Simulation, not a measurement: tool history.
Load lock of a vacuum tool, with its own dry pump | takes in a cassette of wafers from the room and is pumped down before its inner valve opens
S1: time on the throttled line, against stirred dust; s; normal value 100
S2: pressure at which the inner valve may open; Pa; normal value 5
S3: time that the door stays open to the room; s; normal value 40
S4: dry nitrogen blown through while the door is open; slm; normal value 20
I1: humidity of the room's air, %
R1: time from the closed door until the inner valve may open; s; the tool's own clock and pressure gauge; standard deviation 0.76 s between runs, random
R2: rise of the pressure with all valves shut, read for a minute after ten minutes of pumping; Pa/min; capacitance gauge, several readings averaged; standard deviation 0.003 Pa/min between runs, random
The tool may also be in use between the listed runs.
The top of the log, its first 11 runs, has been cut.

Run 12, day 159: usual settings but S3 98 s; I1 43.7. Result: R1 151.3 s, R2 0.057 Pa/min.
Run 13, day 173.342: usual settings; I1 44.3. Result: R1 152.3 s, R2 0.062 Pa/min.
Run 14, day 191.542: usual settings; I1 43.9. Result: R1 152.7 s, R2 0.076 Pa/min.
Run 15, day 209.712: usual settings; I1 42.2. Result: R1 152.4 s, R2 0.091 Pa/min.
Run 16, day 224.575: usual settings; I1 46.3. Result: R1 151.8 s, R2 0.106 Pa/min.
Run 17, day 242.446: usual settings but S4 15 slm; I1 46.8. Result: R1 153.1 s, R2 0.12 Pa/min.
Run 18, day 259.767: usual settings but S3 118 s, S4 15 slm; I1 41.8. Result: R1 152.4 s, R2 0.134 Pa/min.
Run 19, day 275.312: usual settings but S2 8 Pa, S3 163 s, S4 16 slm; I1 46.4. Result: R1 150.5 s, R2 0.164 Pa/min.
Run 20, day 288.229: usual settings but S2 8 Pa, S3 43 s, S4 16 slm; I1 44.1. Result: R1 150.2 s, R2 0.158 Pa/min.
Run 21, day 308.108: usual settings but S2 4 Pa, S3 43 s, S4 16 slm; I1 43.6. Result: R1 156.5 s, R2 0.183 Pa/min.
Run 22, day 321.275: usual settings but S2 4 Pa, S3 43 s, S4 16 slm; I1 45.1. Result: R1 157.2 s, R2 0.199 Pa/min.
Run 23, day 340.75: usual settings but S3 92 s, S4 10 slm; I1 41.2. Result: R1 154.1 s, R2 0.222 Pa/min.
Run 24, day 350.992: usual settings but S3 92 s, S4 10 slm; I1 45.6. Result: R1 153.8 s, R2 0.243 Pa/min.
Run 25, day 365.121: usual settings but S1 83 s, S3 207 s, S4 5 slm; I1 47.8. Result: R1 139.5 s, R2 0.267 Pa/min.
Run 26, day 380.575: usual settings but S1 169 s, S3 54 s, S4 38 slm; I1 45.4. Result: R1 211.6 s, R2 0.259 Pa/min.
Run 27, day 394.842: usual settings but S1 169 s, S3 54 s, S4 38 slm; I1 46.9. Result: R1 212.1 s, R2 0.279 Pa/min.
Run 28, day 412.958: usual settings but S1 169 s, S3 54 s, S4 38 slm; I1 46. Result: R1 212.2 s, R2 0.305 Pa/min.
Run 29, day 431.9: usual settings but S1 169 s, S3 54 s, S4 38 slm; I1 43.5. Result: R1 212 s, R2 0.347 Pa/min.
Run 30, day 446.112: usual settings but S1 60 s, S4 8 slm; I1 41.9. Result: R1 121.9 s, R2 0.369 Pa/min.
Run 31, day 461.554: usual settings but S1 127 s, S2 9 Pa, S3 62 s, S4 6 slm; I1 43.9. Result: R1 172.6 s, R2 0.386 Pa/min.
At day 473.396: door's seal changed, seat wiped.
Run 32, day 478.362: usual settings but S2 9 Pa, S3 70 s; I1 42.5. Result: R1 151 s, R2 0.013 Pa/min.
Run 33, day 493.354: usual settings but S4 24 slm; I1 45.1. Result: R1 156.1 s, R2 0.014 Pa/min.
Run 34, day 504.929: usual settings but S1 188 s, S3 26 s, S4 24 slm; I1 46.2. Result: R1 230.9 s, R2 0.017 Pa/min.
Run 35, day 519.062: usual settings but S1 152 s, S3 123 s; I1 43.5. Result: R1 199.2 s, R2 0.031 Pa/min.
Run 36, day 534.254: usual settings but S3 215 s; I1 44.5. Result: R1 157.3 s, R2 0.041 Pa/min.

Here are 4 independent what-if runs from the current tool condition. What would each one return?
Run A, day 542.75: usual settings but S1 134 s, S3 122 s, S4 5 slm; I1 45.4. Result: R1 ?, R2 ?.
Run B, day 542.75: usual settings but S2 7 Pa, S3 33 s, S4 11 slm; I1 46.5. Result: R1 ?, R2 ?.
Run C, day 542.75: usual settings but S3 215 s, S4 5 slm; I1 45.8. Result: R1 ?, R2 ?.
Run D, day 542.75: usual settings but S3 73 s, S4 5 slm; I1 42. Result: R1 ?, R2 ?.

run     R1     R2
  A  185.9  0.048
  B  154.8  0.037
  C  157.4  0.065
  D  157.5  0.041
Without the tool's unlogged condition, the same runs would have read:
run     R1     R2
  A  178.8  0.023
  B  147.3  0.011
  C  149.5  0.039
  D  149.7  0.016

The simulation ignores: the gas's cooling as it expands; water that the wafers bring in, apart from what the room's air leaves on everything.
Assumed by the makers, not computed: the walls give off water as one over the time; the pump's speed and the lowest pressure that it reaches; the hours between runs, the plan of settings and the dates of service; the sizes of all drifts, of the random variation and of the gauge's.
